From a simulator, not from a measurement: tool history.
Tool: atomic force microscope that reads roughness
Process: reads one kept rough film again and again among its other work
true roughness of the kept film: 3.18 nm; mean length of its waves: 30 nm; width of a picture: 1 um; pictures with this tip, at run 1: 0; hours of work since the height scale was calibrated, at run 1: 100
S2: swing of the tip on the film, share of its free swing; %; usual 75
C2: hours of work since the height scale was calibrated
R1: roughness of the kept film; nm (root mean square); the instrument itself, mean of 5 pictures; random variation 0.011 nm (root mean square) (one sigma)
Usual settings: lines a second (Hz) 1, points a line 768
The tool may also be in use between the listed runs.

{"run": 1, "hour": 0.0, "lines a second (Hz)": 1, "S2": 75, "points a line": 768, "pictures with this tip": 0, "C2": 100, "R1": 2.575}
{"run": 2, "hour": 15.0, "lines a second (Hz)": 1, "S2": 75, "points a line": 874, "pictures with this tip": 26, "C2": 110, "R1": 2.575}
{"run": 3, "hour": 29.9, "lines a second (Hz)": 1, "S2": 75, "points a line": 540, "pictures with this tip": 51, "C2": 119, "R1": 2.571}
{"run": 4, "hour": 46.9, "lines a second (Hz)": 1, "S2": 75, "points a line": 540, "pictures with this tip": 80, "C2": 130, "R1": 2.559}
{"run": 5, "hour": 60.3, "lines a second (Hz)": 1, "S2": 75, "points a line": 540, "pictures with this tip": 102, "C2": 138, "R1": 2.539}
{"run": 6, "hour": 70.8, "lines a second (Hz)": 1, "S2": 75, "points a line": 768, "pictures with this tip": 120, "C2": 144, "R1": 2.565}
{"run": 7, "hour": 81.9, "lines a second (Hz)": 1, "S2": 75, "points a line": 768, "pictures with this tip": 139, "C2": 151, "R1": 2.549}
{"run": 8, "hour": 93.5, "lines a second (Hz)": 1, "S2": 75, "points a line": 768, "pictures with this tip": 158, "C2": 159, "R1": 2.55}
{"run": 9, "hour": 110.2, "lines a second (Hz)": 1, "S2": 75, "points a line": 768, "pictures with this tip": 186, "C2": 169, "R1": 2.565}
{"run": 10, "hour": 119.6, "lines a second (Hz)": 1, "S2": 75, "points a line": 706, "pictures with this tip": 202, "C2": 175, "R1": 2.562}
{"run": 11, "hour": 137.5, "lines a second (Hz)": 1, "S2": 75, "points a line": 768, "pictures with this tip": 233, "C2": 186, "R1": 2.552}
{"hour": 143.7, "done": "new tip fitted"}
{"run": 12, "hour": 147.1, "lines a second (Hz)": 1, "S2": 75, "points a line": 768, "pictures with this tip": 6, "C2": 192, "R1": 2.569}
{"run": 13, "hour": 155.9, "lines a second (Hz)": 1, "S2": 75, "points a line": 768, "pictures with this tip": 21, "C2": 197, "R1": 2.571}
{"run": 14, "hour": 167.5, "lines a second (Hz)": 1, "S2": 75, "points a line": 768, "pictures with this tip": 40, "C2": 204, "R1": 2.564}
{"run": 15, "hour": 187.5, "lines a second (Hz)": 1, "S2": 75, "points a line": 768, "pictures with this tip": 74, "C2": 217, "R1": 2.568}
{"run": 16, "hour": 206.2, "lines a second (Hz)": 0.56, "S2": 75, "points a line": 259, "pictures with this tip": 106, "C2": 228, "R1": 2.626}
{"run": 17, "hour": 225.4, "lines a second (Hz)": 0.56, "S2": 75, "points a line": 259, "pictures with this tip": 138, "C2": 240, "R1": 2.623}
{"run": 18, "hour": 240.3, "lines a second (Hz)": 1, "S2": 75, "points a line": 324, "pictures with this tip": 163, "C2": 250, "R1": 2.543}
{"run": 19, "hour": 254.3, "lines a second (Hz)": 1, "S2": 75, "points a line": 324, "pictures with this tip": 187, "C2": 258, "R1": 2.55}
{"run": 20, "hour": 274.8, "lines a second (Hz)": 0.54, "S2": 67, "points a line": 957, "pictures with this tip": 222, "C2": 271, "R1": 2.718}
{"hour": 287.2, "done": "new tip fitted"}
{"run": 21, "hour": 291.5, "lines a second (Hz)": 3.83, "S2": 83, "points a line": 957, "pictures with this tip": 7, "C2": 281, "R1": 1.89}
{"run": 22, "hour": 303.7, "lines a second (Hz)": 0.7, "S2": 72, "points a line": 768, "pictures with this tip": 28, "C2": 289, "R1": 2.655}
{"run": 23, "hour": 322.0, "lines a second (Hz)": 0.91, "S2": 79, "points a line": 653, "pictures with this tip": 59, "C2": 300, "R1": 2.549}
{"run": 24, "hour": 332.6, "lines a second (Hz)": 0.91, "S2": 79, "points a line": 653, "pictures with this tip": 77, "C2": 307, "R1": 2.52}
{"run": 25, "hour": 351.9, "lines a second (Hz)": 0.91, "S2": 63, "points a line": 720, "pictures with this tip": 109, "C2": 319, "R1": 2.692}
{"run": 26, "hour": 364.8, "lines a second (Hz)": 1.5, "S2": 63, "points a line": 767, "pictures with this tip": 131, "C2": 327, "R1": 2.615}
{"run": 27, "hour": 376.5, "lines a second (Hz)": 0.64, "S2": 81, "points a line": 297, "pictures with this tip": 151, "C2": 334, "R1": 2.567}
{"run": 28, "hour": 388.9, "lines a second (Hz)": 0.68, "S2": 65, "points a line": 534, "pictures with this tip": 172, "C2": 342, "R1": 2.683}
{"run": 29, "hour": 407.9, "lines a second (Hz)": 1.14, "S2": 89, "points a line": 505, "pictures with this tip": 204, "C2": 354, "R1": 2.353}

5 ways to go on from here, each from the tool as it stands after run 29. What would each give?
{"run": "A", "hour": 417.2, "lines a second (Hz)": 2.76, "S2": 59, "points a line": 505, "pictures with this tip": 219, "C2": 359, "R1": "?"}
{"run": "B", "hour": 417.2, "lines a second (Hz)": 2.28, "S2": 83, "points a line": 488, "pictures with this tip": 219, "C2": 359, "R1": "?"}
{"run": "C", "hour": 417.2, "lines a second (Hz)": 1.14, "S2": 88, "points a line": 278, "pictures with this tip": 219, "C2": 359, "R1": "?"}
{"run": "D", "hour": 417.2, "lines a second (Hz)": 2.39, "S2": 87, "points a line": 768, "pictures with this tip": 219, "C2": 359, "R1": "?"}
{"run": "E", "hour": 417.2, "lines a second (Hz)": 1.19, "S2": 80, "points a line": 478, "pictures with this tip": 219, "C2": 359, "R1": "?"}

run=A R1=2.539
run=B R1=2.152
run=C R1=2.319
run=D R1=2.055
run=E R1=2.462
Without the tool's hidden state the same runs would have given:
run=A R1=2.543
run=B R1=2.155
run=C R1=2.323
run=D R1=2.058
run=E R1=2.466
